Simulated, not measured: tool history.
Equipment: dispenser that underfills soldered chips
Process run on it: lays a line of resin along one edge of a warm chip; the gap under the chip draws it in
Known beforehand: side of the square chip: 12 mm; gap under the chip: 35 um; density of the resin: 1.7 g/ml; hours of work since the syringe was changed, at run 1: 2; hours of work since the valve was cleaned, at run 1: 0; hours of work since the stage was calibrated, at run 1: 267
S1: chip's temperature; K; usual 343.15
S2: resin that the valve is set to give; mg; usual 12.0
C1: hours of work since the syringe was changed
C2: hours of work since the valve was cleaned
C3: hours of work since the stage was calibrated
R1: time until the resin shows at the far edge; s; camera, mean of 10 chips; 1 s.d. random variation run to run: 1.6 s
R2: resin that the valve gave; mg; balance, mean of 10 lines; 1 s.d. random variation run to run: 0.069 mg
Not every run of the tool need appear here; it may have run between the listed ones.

run,hour,S1,S2,C1,C2,C3,R1,R2
1,0.0,343.15,12.0,2,0,267,183.4,11.91
2,5.3,355.15,12.0,6,4,271,166.6,12.00
# hour 12.1: new syringe of resin
3,15.1,355.15,12.0,2,10,278,123.0,11.93
4,21.0,343.15,12.0,6,15,282,246.3,11.88
# hour 27.6: new syringe of resin
5,30.0,343.15,12.0,2,21,288,175.9,11.93
6,38.9,343.15,12.0,8,27,294,278.1,11.90
# hour 43.1: new syringe of resin
7,43.1,339.15,12.0,0,30,297,174.4,11.80
8,52.5,339.15,12.0,7,37,304,286.0,11.79
9,57.6,339.15,12.0,10,40,307,379.1,11.70
# hour 58.6: new syringe of resin
10,62.5,332.15,10.3,3,44,311,300.4,10.13
11,68.6,332.15,11.3,7,48,315,398.9,11.09
# hour 74.1: new syringe of resin
12,74.7,335.15,14.8,0,52,319,204.6,14.45
13,79.1,336.15,13.3,4,55,322,251.2,13.00
14,87.3,352.15,14.3,9,61,328,223.1,13.86
# hour 89.5: new syringe of resin
15,94.8,342.15,13.9,4,66,333,205.6,13.50
16,100.9,342.15,12.4,8,70,337,292.2,11.97
# hour 105.2: new syringe of resin
17,110.4,355.15,14.0,4,77,344,130.6,13.61

Hidden condition of the tool, last listed run before each entry between runs versus first listed run after:
From run 2 to run 3: new syringe of resin (hour 12.1)
  resin's viscosity, % of fresh resin's: 160.2 -> 118.5; dose that the valve gives, % of what is set: 99.41 -> 99.14; true chip temperature over the reading, C: 0.99 -> 1.02
  the result without the hidden state subtracted from the measured one, R1: +59.4 -> +15.9 s; R2: -0.07 -> -0.11 mg
From run 4 to run 5: new syringe of resin (hour 27.6)
  resin's viscosity, % of fresh resin's: 163 -> 114.4; dose that the valve gives, % of what is set: 98.97 -> 98.75; true chip temperature over the reading, C: 1.03 -> 1.06
  the result without the hidden state subtracted from the measured one, R1: +90.1 -> +16.7 s; R2: -0.13 -> -0.15 mg
From run 6 to run 7: new syringe of resin (hour 43.1)
  resin's viscosity, % of fresh resin's: 184 -> 99; dose that the valve gives, % of what is set: 98.52 -> 98.41; true chip temperature over the reading, C: 1.08 -> 1.09
  the result without the hidden state subtracted from the measured one, R1: +121.9 -> -8.1 s; R2: -0.18 -> -0.19 mg
From run 9 to run 10: new syringe of resin (hour 58.6)
  resin's viscosity, % of fresh resin's: 215 -> 124.4; dose that the valve gives, % of what is set: 98.05 -> 97.92; true chip temperature over the reading, C: 1.13 -> 1.15
  the result without the hidden state subtracted from the measured one, R1: +196.2 -> +50.7 s; R2: -0.23 -> -0.21 mg
From run 11 to run 12: new syringe of resin (hour 74.1)
  resin's viscosity, % of fresh resin's: 172.2 -> 104.8; dose that the valve gives, % of what is set: 97.76 -> 97.61; true chip temperature over the reading, C: 1.16 -> 1.18
  the result without the hidden state subtracted from the measured one, R1: +158.6 -> +1.1 s; R2: -0.26 -> -0.35 mg
From run 14 to run 15: new syringe of resin (hour 89.5)
  resin's viscosity, % of fresh resin's: 205.4 -> 133; dose that the valve gives, % of what is set: 97.28 -> 97.09; true chip temperature over the reading, C: 1.21 -> 1.23
  the result without the hidden state subtracted from the measured one, R1: +110.6 -> +44.7 s; R2: -0.39 -> -0.40 mg
From run 16 to run 17: new syringe of resin (hour 105.2)
  resin's viscosity, % of fresh resin's: 184 -> 131.1; dose that the valve gives, % of what is set: 96.94 -> 96.66; true chip temperature over the reading, C: 1.25 -> 1.27
  the result without the hidden state subtracted from the measured one, R1: +127.4 -> +27.2 s; R2: -0.38 -> -0.47 mg

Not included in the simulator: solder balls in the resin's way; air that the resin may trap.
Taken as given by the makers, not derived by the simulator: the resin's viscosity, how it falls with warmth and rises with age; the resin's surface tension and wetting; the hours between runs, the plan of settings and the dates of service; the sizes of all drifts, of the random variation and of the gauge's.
